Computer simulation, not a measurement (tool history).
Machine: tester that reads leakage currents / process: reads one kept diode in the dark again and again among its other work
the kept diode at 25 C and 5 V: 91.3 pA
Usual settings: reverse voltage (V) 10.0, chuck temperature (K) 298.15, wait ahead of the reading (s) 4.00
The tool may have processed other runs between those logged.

run,hour,reverse voltage (V),chuck temperature (K),wait ahead of the reading (s),current that the tester gives (pA)
1,0.0,10.0,298.15,4.00,137.14
2,22.3,3.3,298.15,4.00,73.50
3,46.3,3.3,298.15,4.00,73.71
4,83.7,3.3,298.15,4.00,73.37
5,102.9,3.3,298.15,4.00,73.16
6,123.3,3.3,298.15,4.00,73.27
7,156.4,3.3,298.15,4.00,73.01
8,180.3,14.0,304.15,0.47,270.48
9,199.8,1.1,317.15,1.77,172.50
10,240.2,12.1,316.15,0.91,581.75

For run 11, what comes out?
11,259.5,14.8,298.15,0.36,?

{"run 11": {"current that the tester gives (pA)": 186.7}}
Without the tool's hidden state the same run would have given current that the tester gives (pA) 178.53.

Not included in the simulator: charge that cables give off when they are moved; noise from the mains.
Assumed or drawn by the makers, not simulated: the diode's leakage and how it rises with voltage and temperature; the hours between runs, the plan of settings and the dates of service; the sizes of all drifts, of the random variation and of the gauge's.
